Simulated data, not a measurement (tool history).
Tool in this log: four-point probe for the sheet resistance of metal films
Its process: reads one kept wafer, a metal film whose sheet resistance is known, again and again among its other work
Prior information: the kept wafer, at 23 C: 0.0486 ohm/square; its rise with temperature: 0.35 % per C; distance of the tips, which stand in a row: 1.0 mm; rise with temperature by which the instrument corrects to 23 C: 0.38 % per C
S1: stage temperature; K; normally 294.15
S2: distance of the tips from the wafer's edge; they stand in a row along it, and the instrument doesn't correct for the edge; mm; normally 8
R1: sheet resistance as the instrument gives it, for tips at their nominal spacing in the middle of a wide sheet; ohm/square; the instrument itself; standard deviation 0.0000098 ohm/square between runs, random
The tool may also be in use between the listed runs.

run,hour,S1,S2,R1
1,0,294.15,8,0.049005
2,20.6,301.15,8,0.048905
3,45.5,299.15,8,0.048926
4,71.1,299.15,8,0.048923
5,113.2,299.15,8,0.048941
6,156.4,299.15,8,0.048934
7,174.4,299.15,8,0.048931
8,195.5,299.15,8,0.048924
9,232.2,293.15,8,0.049038
10,254.7,293.15,8,0.049038
11,283.2,294.15,8,0.049018
12,322.2,294.15,8,0.049026
13,353.6,294.15,8,0.049017
14,389.4,294.15,8,0.049038
15,431.3,294.15,8,0.049032
16,456.1,294.15,8,0.049033
17,488.3,294.15,32,0.04864
18,510.5,294.15,32,0.048659
# hour 514.4: stage's thermometer calibrated
19,554.1,294.15,32,0.048691
20,574.3,294.15,32,0.048695
21,606,295.15,8,0.049057
22,632.3,294.15,8,0.049077
23,674.5,299.15,23,0.048632
24,694.2,299.15,23,0.048637
25,721.1,294.15,6,0.049397
26,758.8,300.15,6,0.049301
# hour 774.1: stage's thermometer calibrated, once more
27,777.9,292.15,32,0.048618
28,815.1,304.15,5,0.04943
29,845.7,294.15,42,0.048558
30,875.8,297.15,34,0.048549
31,914.7,297.15,34,0.048542
32,937.3,300.15,37,0.048481
33,978.4,293.15,61,0.048595
34,1017,294.15,4,0.05015
35,1051,294.15,4,0.050141
36,1090.5,307.15,19,0.048456
37,1129.1,297.15,8,0.048929
38,1151.8,300.15,11,0.048699
39,1194.2,306.15,4,0.049955
40,1217.7,306.15,4,0.049965
41,1250,306.15,4,0.04995
42,1281,293.15,16,0.048698
43,1320.2,293.15,16,0.048699

Below are 4 alternative next runs, each starting from the tool's condition after run 43. Predict each:
A,1342.2,304.15,8,?
B,1342.2,293.15,46,?
C,1342.2,297.15,16,?
D,1342.2,301.15,7,?

run,R1
A,0.04884
B,0.048613
C,0.048646
D,0.049008
Without the tool's unlogged condition, the same runs would have read:
run,R1
A,0.048887
B,0.048659
C,0.048693
D,0.049055
